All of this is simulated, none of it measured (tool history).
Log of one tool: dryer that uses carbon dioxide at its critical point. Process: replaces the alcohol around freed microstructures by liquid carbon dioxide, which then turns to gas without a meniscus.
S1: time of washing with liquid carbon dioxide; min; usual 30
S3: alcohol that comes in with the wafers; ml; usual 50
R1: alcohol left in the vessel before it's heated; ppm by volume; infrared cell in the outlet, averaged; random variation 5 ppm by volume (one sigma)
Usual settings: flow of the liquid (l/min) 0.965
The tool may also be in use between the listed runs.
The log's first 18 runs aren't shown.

-- hour=572.6 purifier's bed changed
run 19 hour=579.9 | S1=30 flow_of_the_liquid_(l/min)=0.965 S3=50 | R1=39
run 20 hour=604.5 | S1=30 flow_of_the_liquid_(l/min)=0.965 S3=50 | R1=34
run 21 hour=621.8 | S1=30 flow_of_the_liquid_(l/min)=0.965 S3=50 | R1=52
run 22 hour=646.5 | S1=19 flow_of_the_liquid_(l/min)=0.965 S3=38 | R1=223
run 23 hour=669.5 | S1=40 flow_of_the_liquid_(l/min)=0.902 S3=80 | R1=41
run 24 hour=689.9 | S1=30 flow_of_the_liquid_(l/min)=0.965 S3=23 | R1=48
run 25 hour=723.4 | S1=24 flow_of_the_liquid_(l/min)=0.965 S3=50 | R1=132
run 26 hour=761.5 | S1=38 flow_of_the_liquid_(l/min)=0.796 S3=50 | R1=69
run 27 hour=779.5 | S1=38 flow_of_the_liquid_(l/min)=0.965 S3=50 | R1=56
-- hour=789.8 inlet filter changed
run 28 hour=799 | S1=42 flow_of_the_liquid_(l/min)=1.396 S3=24 | R1=54
run 29 hour=831.7 | S1=42 flow_of_the_liquid_(l/min)=1.396 S3=24 | R1=61
run 30 hour=854.5 | S1=21 flow_of_the_liquid_(l/min)=0.605 S3=24 | R1=391
run 31 hour=880.7 | S1=26 flow_of_the_liquid_(l/min)=0.643 S3=50 | R1=352
run 32 hour=903.1 | S1=30 flow_of_the_liquid_(l/min)=1.058 S3=50 | R1=97
run 33 hour=945.4 | S1=30 flow_of_the_liquid_(l/min)=1.058 S3=111 | R1=112
run 34 hour=984 | S1=30 flow_of_the_liquid_(l/min)=1.058 S3=111 | R1=121
run 35 hour=1011.1 | S1=24 flow_of_the_liquid_(l/min)=0.678 S3=84 | R1=647
run 36 hour=1034.2 | S1=43 flow_of_the_liquid_(l/min)=1.36 S3=26 | R1=101
run 37 hour=1051.5 | S1=34 flow_of_the_liquid_(l/min)=1.164 S3=50 | R1=106

Forecast each of these 4 alternatives for the next run:
run A hour=1072.4 | S1=27 flow_of_the_liquid_(l/min)=0.875 S3=26 | R1=?
run B hour=1072.4 | S1=34 flow_of_the_liquid_(l/min)=1.164 S3=85 | R1=?
run C hour=1072.4 | S1=31 flow_of_the_liquid_(l/min)=0.965 S3=44 | R1=?
run D hour=1072.4 | S1=34 flow_of_the_liquid_(l/min)=1.164 S3=86 | R1=?

run=A R1=143
run=B R1=122
run=C R1=135
run=D R1=120
Without the tool's hidden state the same runs would have given:
run=A R1=25
run=B R1=9
run=C R1=19
run=D R1=8
